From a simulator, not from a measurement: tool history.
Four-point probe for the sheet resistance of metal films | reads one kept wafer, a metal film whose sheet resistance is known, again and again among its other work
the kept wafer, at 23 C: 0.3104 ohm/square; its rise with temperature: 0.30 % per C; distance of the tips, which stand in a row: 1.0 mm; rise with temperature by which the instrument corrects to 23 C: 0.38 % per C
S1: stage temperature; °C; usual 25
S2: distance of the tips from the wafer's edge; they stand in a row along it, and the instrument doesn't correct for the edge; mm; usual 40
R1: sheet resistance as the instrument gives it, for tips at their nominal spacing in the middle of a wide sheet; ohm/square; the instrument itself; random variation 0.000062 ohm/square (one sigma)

{"run": 1, "day": 0.0, "S1": 25, "S2": 40, "R1": 0.309963}
{"run": 2, "day": 4.062, "S1": 25, "S2": 40, "R1": 0.309903}
{"run": 3, "day": 7.45, "S1": 25, "S2": 9, "R1": 0.311872}
{"run": 4, "day": 10.175, "S1": 20, "S2": 40, "R1": 0.311332}
{"run": 5, "day": 12.508, "S1": 20, "S2": 40, "R1": 0.311305}
{"run": 6, "day": 15.729, "S1": 32, "S2": 40, "R1": 0.30834}
{"run": 7, "day": 19.633, "S1": 27, "S2": 40, "R1": 0.309504}
{"run": 8, "day": 23.208, "S1": 27, "S2": 40, "R1": 0.309407}
{"run": 9, "day": 25.392, "S1": 27, "S2": 40, "R1": 0.309458}
{"run": 10, "day": 28.117, "S1": 25, "S2": 40, "R1": 0.309984}
{"run": 11, "day": 31.588, "S1": 25, "S2": 40, "R1": 0.309989}
{"run": 12, "day": 35.233, "S1": 25, "S2": 40, "R1": 0.309996}
{"run": 13, "day": 37.562, "S1": 25, "S2": 40, "R1": 0.309984}
{"run": 14, "day": 41.217, "S1": 25, "S2": 40, "R1": 0.31008}
{"run": 15, "day": 44.1, "S1": 25, "S2": 40, "R1": 0.310047}
{"run": 16, "day": 46.85, "S1": 25, "S2": 40, "R1": 0.309911}
{"run": 17, "day": 50.571, "S1": 25, "S2": 5, "R1": 0.31643}
{"run": 18, "day": 53.579, "S1": 24, "S2": 40, "R1": 0.310222}
{"run": 19, "day": 56.779, "S1": 24, "S2": 9, "R1": 0.312152}
{"run": 20, "day": 59.796, "S1": 25, "S2": 40, "R1": 0.309943}
{"run": 21, "day": 61.925, "S1": 25, "S2": 40, "R1": 0.310079}
{"run": 22, "day": 65.167, "S1": 25, "S2": 40, "R1": 0.310084}
{"run": 23, "day": 67.429, "S1": 21, "S2": 40, "R1": 0.310981}
{"run": 24, "day": 69.912, "S1": 21, "S2": 40, "R1": 0.310909}
{"run": 25, "day": 72.488, "S1": 21, "S2": 40, "R1": 0.311039}
{"run": 26, "day": 74.283, "S1": 27, "S2": 6, "R1": 0.31399}
{"run": 27, "day": 76.708, "S1": 21, "S2": 40, "R1": 0.311118}
{"run": 28, "day": 78.975, "S1": 20, "S2": 6, "R1": 0.31574}
{"run": 29, "day": 82.496, "S1": 33, "S2": 59, "R1": 0.308014}
{"run": 30, "day": 84.617, "S1": 25, "S2": 34, "R1": 0.310038}
{"run": 31, "day": 86.796, "S1": 30, "S2": 67, "R1": 0.308706}
{"run": 32, "day": 88.575, "S1": 25, "S2": 3, "R1": 0.327385}
{"run": 33, "day": 90.496, "S1": 25, "S2": 3, "R1": 0.327242}
{"run": 34, "day": 92.3, "S1": 19, "S2": 3, "R1": 0.328919}
{"run": 35, "day": 95.912, "S1": 27, "S2": 10, "R1": 0.311036}
{"run": 36, "day": 99.171, "S1": 23, "S2": 21, "R1": 0.310723}
{"run": 37, "day": 100.896, "S1": 23, "S2": 21, "R1": 0.310724}
{"run": 38, "day": 103.608, "S1": 23, "S2": 21, "R1": 0.310834}
{"run": 39, "day": 105.458, "S1": 25, "S2": 4, "R1": 0.320042}
{"run": 40, "day": 108.683, "S1": 22, "S2": 12, "R1": 0.311784}
{"run": 41, "day": 112.442, "S1": 22, "S2": 12, "R1": 0.31184}
{"run": 42, "day": 114.9, "S1": 22, "S2": 12, "R1": 0.311836}
{"run": 43, "day": 117.312, "S1": 25, "S2": 13, "R1": 0.310808}
{"day": 117.921, "done": "stage's thermometer calibrated"}
{"run": 44, "day": 119.879, "S1": 19, "S2": 7, "R1": 0.314818}
{"run": 45, "day": 123.621, "S1": 20, "S2": 5, "R1": 0.317692}

4 ways to go on from here, each from the tool as it stands after run 45. What would each give?
{"run": "A", "day": 126.562, "S1": 34, "S2": 40, "R1": "?"}
{"run": "B", "day": 126.562, "S1": 28, "S2": 56, "R1": "?"}
{"run": "C", "day": 126.562, "S1": 22, "S2": 10, "R1": "?"}
{"run": "D", "day": 126.562, "S1": 24, "S2": 24, "R1": "?"}

run=A R1=0.307818
run=B R1=0.30926
run=C R1=0.312383
run=D R1=0.310346
Without the tool's hidden state the same runs would have given:
run=A R1=0.307835
run=B R1=0.309277
run=C R1=0.312401
run=D R1=0.310364
